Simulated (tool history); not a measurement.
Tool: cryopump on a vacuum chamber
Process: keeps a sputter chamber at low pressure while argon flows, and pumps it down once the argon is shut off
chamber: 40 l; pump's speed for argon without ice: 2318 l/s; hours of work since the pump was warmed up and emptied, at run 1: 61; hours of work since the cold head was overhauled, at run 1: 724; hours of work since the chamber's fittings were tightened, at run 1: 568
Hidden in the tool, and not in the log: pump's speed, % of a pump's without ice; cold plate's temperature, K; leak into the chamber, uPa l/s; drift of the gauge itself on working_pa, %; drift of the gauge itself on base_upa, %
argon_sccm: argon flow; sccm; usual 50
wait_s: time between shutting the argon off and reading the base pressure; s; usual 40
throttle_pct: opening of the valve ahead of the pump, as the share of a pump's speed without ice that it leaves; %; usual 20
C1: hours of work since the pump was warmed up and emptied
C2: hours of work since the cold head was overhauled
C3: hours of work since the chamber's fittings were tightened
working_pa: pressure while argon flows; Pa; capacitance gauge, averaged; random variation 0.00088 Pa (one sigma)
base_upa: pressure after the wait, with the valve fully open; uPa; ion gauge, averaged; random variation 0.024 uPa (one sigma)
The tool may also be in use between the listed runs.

{"run": 1, "hour": 0.0, "argon_sccm": 50, "wait_s": 40, "throttle_pct": 20, "C1": 61, "C2": 724, "C3": 568, "working_pa": 0.1827, "base_upa": 0.99}
{"run": 2, "hour": 25.8, "argon_sccm": 50, "wait_s": 40, "throttle_pct": 20, "C1": 74, "C2": 737, "C3": 582, "working_pa": 0.184, "base_upa": 1.0}
{"run": 3, "hour": 61.6, "argon_sccm": 23, "wait_s": 40, "throttle_pct": 20, "C1": 93, "C2": 756, "C3": 601, "working_pa": 0.0848, "base_upa": 1.03}
{"run": 4, "hour": 88.8, "argon_sccm": 50, "wait_s": 40, "throttle_pct": 20, "C1": 107, "C2": 770, "C3": 615, "working_pa": 0.1839, "base_upa": 1.01}
{"run": 5, "hour": 132.3, "argon_sccm": 50, "wait_s": 219, "throttle_pct": 20, "C1": 130, "C2": 793, "C3": 637, "working_pa": 0.185, "base_upa": 0.38}
{"run": 6, "hour": 151.8, "argon_sccm": 50, "wait_s": 35, "throttle_pct": 20, "C1": 140, "C2": 803, "C3": 648, "working_pa": 0.1857, "base_upa": 1.11}
{"run": 7, "hour": 187.9, "argon_sccm": 50, "wait_s": 35, "throttle_pct": 20, "C1": 159, "C2": 822, "C3": 666, "working_pa": 0.1855, "base_upa": 1.12}
{"run": 8, "hour": 220.6, "argon_sccm": 50, "wait_s": 40, "throttle_pct": 18, "C1": 176, "C2": 839, "C3": 684, "working_pa": 0.2062, "base_upa": 1.07}
{"run": 9, "hour": 241.1, "argon_sccm": 50, "wait_s": 40, "throttle_pct": 31, "C1": 187, "C2": 850, "C3": 694, "working_pa": 0.1216, "base_upa": 1.03}
{"run": 10, "hour": 278.0, "argon_sccm": 50, "wait_s": 96, "throttle_pct": 41, "C1": 206, "C2": 869, "C3": 714, "working_pa": 0.0936, "base_upa": 0.6}
{"run": 11, "hour": 314.8, "argon_sccm": 82, "wait_s": 245, "throttle_pct": 31, "C1": 225, "C2": 888, "C3": 733, "working_pa": 0.1991, "base_upa": 0.4}
{"run": 12, "hour": 351.8, "argon_sccm": 37, "wait_s": 37, "throttle_pct": 58, "C1": 245, "C2": 908, "C3": 752, "working_pa": 0.0502, "base_upa": 1.14}
{"run": 13, "hour": 380.7, "argon_sccm": 26, "wait_s": 276, "throttle_pct": 39, "C1": 260, "C2": 923, "C3": 767, "working_pa": 0.0512, "base_upa": 0.38}
{"run": 14, "hour": 419.3, "argon_sccm": 50, "wait_s": 21, "throttle_pct": 20, "C1": 280, "C2": 943, "C3": 787, "working_pa": 0.1872, "base_upa": 1.77}
{"run": 15, "hour": 440.0, "argon_sccm": 50, "wait_s": 231, "throttle_pct": 43, "C1": 291, "C2": 954, "C3": 798, "working_pa": 0.0905, "base_upa": 0.42}

The same runs without the tool's hidden state, with the same run-to-run variation:
run=1 working_pa=0.1811 base_upa=0.90
run=2 working_pa=0.1822 base_upa=0.90
run=3 working_pa=0.0839 base_upa=0.93
run=4 working_pa=0.1815 base_upa=0.91
run=5 working_pa=0.1822 base_upa=0.27
run=6 working_pa=0.1826 base_upa=0.99
run=7 working_pa=0.1821 base_upa=1.00
run=8 working_pa=0.2024 base_upa=0.95
run=9 working_pa=0.1176 base_upa=0.90
run=10 working_pa=0.0893 base_upa=0.47
run=11 working_pa=0.1914 base_upa=0.26
run=12 working_pa=0.0464 base_upa=0.99
run=13 working_pa=0.0484 base_upa=0.23
run=14 working_pa=0.1814 base_upa=1.62
run=15 working_pa=0.0845 base_upa=0.27
